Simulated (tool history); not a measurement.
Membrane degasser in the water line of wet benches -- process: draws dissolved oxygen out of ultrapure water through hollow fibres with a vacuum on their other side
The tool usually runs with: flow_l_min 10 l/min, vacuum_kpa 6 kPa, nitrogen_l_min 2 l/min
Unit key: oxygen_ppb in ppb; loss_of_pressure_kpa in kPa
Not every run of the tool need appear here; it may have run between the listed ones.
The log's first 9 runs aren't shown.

-- hour=331.9 seals of the vacuum lines changed
run 10 hour=345.4 | flow_l_min=10 vacuum_kpa=5.11 nitrogen_l_min=2 | oxygen_ppb=113.2 loss_of_pressure_kpa=54.02
run 11 hour=394.1 | flow_l_min=11 vacuum_kpa=6 nitrogen_l_min=2 | oxygen_ppb=147.6 loss_of_pressure_kpa=59.28
run 12 hour=442 | flow_l_min=11 vacuum_kpa=6 nitrogen_l_min=2 | oxygen_ppb=146.8 loss_of_pressure_kpa=59.38
run 13 hour=467.4 | flow_l_min=10 vacuum_kpa=6 nitrogen_l_min=2 | oxygen_ppb=125.2 loss_of_pressure_kpa=54.02
run 14 hour=501.1 | flow_l_min=10 vacuum_kpa=6 nitrogen_l_min=2 | oxygen_ppb=124 loss_of_pressure_kpa=54.33
run 15 hour=531.1 | flow_l_min=10 vacuum_kpa=6 nitrogen_l_min=2 | oxygen_ppb=124 loss_of_pressure_kpa=54.06
run 16 hour=575.7 | flow_l_min=10 vacuum_kpa=6 nitrogen_l_min=1.49 | oxygen_ppb=135.1 loss_of_pressure_kpa=54.16
run 17 hour=619.2 | flow_l_min=13 vacuum_kpa=6 nitrogen_l_min=0.91 | oxygen_ppb=239.6 loss_of_pressure_kpa=70.44
run 18 hour=651.3 | flow_l_min=10 vacuum_kpa=6 nitrogen_l_min=1.61 | oxygen_ppb=133.7 loss_of_pressure_kpa=54.13
run 19 hour=693.3 | flow_l_min=11 vacuum_kpa=6 nitrogen_l_min=5.91 | oxygen_ppb=123.7 loss_of_pressure_kpa=59.35
run 20 hour=733.7 | flow_l_min=9 vacuum_kpa=7.98 nitrogen_l_min=3.07 | oxygen_ppb=108.6 loss_of_pressure_kpa=48.51
run 21 hour=771 | flow_l_min=8 vacuum_kpa=6 nitrogen_l_min=2 | oxygen_ppb=83.3 loss_of_pressure_kpa=43.5
run 22 hour=821.4 | flow_l_min=8 vacuum_kpa=7.52 nitrogen_l_min=2 | oxygen_ppb=98.9 loss_of_pressure_kpa=43.27
run 23 hour=863.5 | flow_l_min=8 vacuum_kpa=7.52 nitrogen_l_min=2 | oxygen_ppb=96.9 loss_of_pressure_kpa=43.21
run 24 hour=905.1 | flow_l_min=8 vacuum_kpa=4.35 nitrogen_l_min=2.07 | oxygen_ppb=68.1 loss_of_pressure_kpa=43.27
run 25 hour=937.5 | flow_l_min=6 vacuum_kpa=8.24 nitrogen_l_min=1.68 | oxygen_ppb=73.4 loss_of_pressure_kpa=32.58
run 26 hour=968.2 | flow_l_min=6 vacuum_kpa=8.24 nitrogen_l_min=1.68 | oxygen_ppb=71.9 loss_of_pressure_kpa=32.55
run 27 hour=1012.1 | flow_l_min=10 vacuum_kpa=4.22 nitrogen_l_min=1.14 | oxygen_ppb=114.6 loss_of_pressure_kpa=53.99
run 28 hour=1043.1 | flow_l_min=6 vacuum_kpa=4.22 nitrogen_l_min=1.14 | oxygen_ppb=42.8 loss_of_pressure_kpa=32.51
run 29 hour=1076.2 | flow_l_min=7 vacuum_kpa=6 nitrogen_l_min=2 | oxygen_ppb=66.7 loss_of_pressure_kpa=37.87
run 30 hour=1106.1 | flow_l_min=7 vacuum_kpa=6 nitrogen_l_min=2 | oxygen_ppb=66.4 loss_of_pressure_kpa=38.11
run 31 hour=1129.5 | flow_l_min=12 vacuum_kpa=6 nitrogen_l_min=2.4 | oxygen_ppb=167 loss_of_pressure_kpa=65.22
run 32 hour=1151.5 | flow_l_min=8 vacuum_kpa=6 nitrogen_l_min=2.01 | oxygen_ppb=84.2 loss_of_pressure_kpa=43.36

Predict each of these 4 candidate next runs independently; none follows another, all start after run 32:
run A hour=1196.5 | flow_l_min=6 vacuum_kpa=6 nitrogen_l_min=0.82 | oxygen_ppb=? loss_of_pressure_kpa=?
run B hour=1196.5 | flow_l_min=10 vacuum_kpa=4.34 nitrogen_l_min=1.33 | oxygen_ppb=? loss_of_pressure_kpa=?
run C hour=1196.5 | flow_l_min=10 vacuum_kpa=11.93 nitrogen_l_min=5.15 | oxygen_ppb=? loss_of_pressure_kpa=?
run D hour=1196.5 | flow_l_min=8 vacuum_kpa=5.53 nitrogen_l_min=4.96 | oxygen_ppb=? loss_of_pressure_kpa=?

run=A oxygen_ppb=79.5 loss_of_pressure_kpa=32.43
run=B oxygen_ppb=115.8 loss_of_pressure_kpa=54.38
run=C oxygen_ppb=132.9 loss_of_pressure_kpa=54.25
run=D oxygen_ppb=67.4 loss_of_pressure_kpa=43.32
Stripped of hidden state, with their random variation kept, the same runs would have yielded:
run=A oxygen_ppb=72.9 loss_of_pressure_kpa=31.46
run=B oxygen_ppb=102.2 loss_of_pressure_kpa=52.77
run=C oxygen_ppb=120.5 loss_of_pressure_kpa=52.63
run=D oxygen_ppb=58.9 loss_of_pressure_kpa=42.03

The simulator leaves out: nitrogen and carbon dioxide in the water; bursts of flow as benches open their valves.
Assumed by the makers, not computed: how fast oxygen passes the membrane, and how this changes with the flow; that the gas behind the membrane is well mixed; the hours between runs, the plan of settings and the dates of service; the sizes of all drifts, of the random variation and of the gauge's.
